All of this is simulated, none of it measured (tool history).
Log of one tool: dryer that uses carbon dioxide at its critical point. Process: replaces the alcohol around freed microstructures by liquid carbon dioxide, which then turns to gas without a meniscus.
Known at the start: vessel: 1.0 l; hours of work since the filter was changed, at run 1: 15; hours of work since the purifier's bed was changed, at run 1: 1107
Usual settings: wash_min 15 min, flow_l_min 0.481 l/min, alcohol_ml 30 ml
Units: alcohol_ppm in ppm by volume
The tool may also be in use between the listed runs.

run,hour,wash_min,flow_l_min,alcohol_ml,hours of work since the filter was changed,hours of work since the purifier's bed was changed,alcohol_ppm
1,0,15,0.481,30,15,1107,253
2,29.9,15,0.481,30,37,1130,270
3,59.9,15,0.481,30,60,1152,284
4,85.9,15,0.481,29,79,1172,271
5,117.9,15,0.481,29,104,1196,283
6,148.6,15,0.481,29,127,1219,285
7,181.6,15,0.481,29,152,1244,297
8,202.7,15,0.481,30,167,1260,315
9,237,15,0.481,30,193,1286,345
10,252.8,15,0.481,26,205,1298,290
11,271.3,15,0.481,26,219,1312,305
12,299.3,12,0.535,30,240,1333,507

The next listed run, before its measurement:
13,332.5,9,0.509,87,265,1358,?

{"run 13": {"alcohol_ppm": 4395}}
Without the tool's hidden state the same run would have given alcohol_ppm 3281 ppm by volume.
